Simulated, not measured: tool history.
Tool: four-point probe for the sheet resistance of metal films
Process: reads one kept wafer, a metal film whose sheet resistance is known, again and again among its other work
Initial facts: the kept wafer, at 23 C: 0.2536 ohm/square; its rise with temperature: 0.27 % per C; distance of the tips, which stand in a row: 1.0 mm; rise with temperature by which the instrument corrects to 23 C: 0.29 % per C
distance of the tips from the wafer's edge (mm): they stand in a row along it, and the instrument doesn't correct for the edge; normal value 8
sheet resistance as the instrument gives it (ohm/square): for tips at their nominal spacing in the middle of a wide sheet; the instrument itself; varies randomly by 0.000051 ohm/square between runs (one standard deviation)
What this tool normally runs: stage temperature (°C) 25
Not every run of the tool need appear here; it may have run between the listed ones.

run    hour  stage temperature (°C)  distance of the tips from the wafer's edge (mm)  sheet resistance as the instrument gives it (ohm/square)
  1       0                      25                                                8                                                  0.255641
  2    48.6                      25                                               41                                                  0.253535
  3    82.5                      25                                               41                                                  0.253566
  4   140.3                      25                                                6                                                  0.257214
  5   195.5                      25                                                6                                                  0.257226
  6   244.7                      25                                                6                                                  0.257269
  7     288                      25                                                6                                                  0.257226
  8   321.6                      19                                                6                                                  0.257606
  9   375.7                      25                                                8                                                  0.255664
 10   434.5                      25                                                8                                                  0.255622
 11     472                      25                                                8                                                  0.255614
 12   520.3                      25                                                8                                                  0.255688
 13   578.3                      25                                                8                                                  0.255624
 14   626.9                      21                                                4                                                  0.262022
 15     679                      21                                                4                                                  0.262056
 16   716.8                      21                                                4                                                  0.262074
 17   766.1                      21                                                4                                                   0.26209
 18   801.4                      21                                                4                                                  0.261996
 19     856                      28                                               13                                                  0.254181
 20   909.7                      20                                                3                                                  0.268138
 21   964.7                      20                                                3                                                  0.268128
 22    1023                      24                                               39                                                  0.253684
 23  1079.5                      18                                               65                                                  0.253958
 24  1137.6                      19                                               34                                                  0.254011
 25  1163.1                      19                                               34                                                  0.253962

3 options for the next run, each taken on its own from the tool as it stands now. Forecast them:
  A  1217.8                      19                                                4                                                         ?
  B  1217.8                      23                                                8                                                         ?
  C  1217.8                      25                                               36                                                         ?

run  sheet resistance as the instrument gives it (ohm/square)
  A                                                  0.262068
  B                                                  0.255768
  C                                                  0.253575
What these runs would have given with no unlogged condition in the tool:
run  sheet resistance as the instrument gives it (ohm/square)
  A                                                  0.262022
  B                                                  0.255723
  C                                                  0.253531

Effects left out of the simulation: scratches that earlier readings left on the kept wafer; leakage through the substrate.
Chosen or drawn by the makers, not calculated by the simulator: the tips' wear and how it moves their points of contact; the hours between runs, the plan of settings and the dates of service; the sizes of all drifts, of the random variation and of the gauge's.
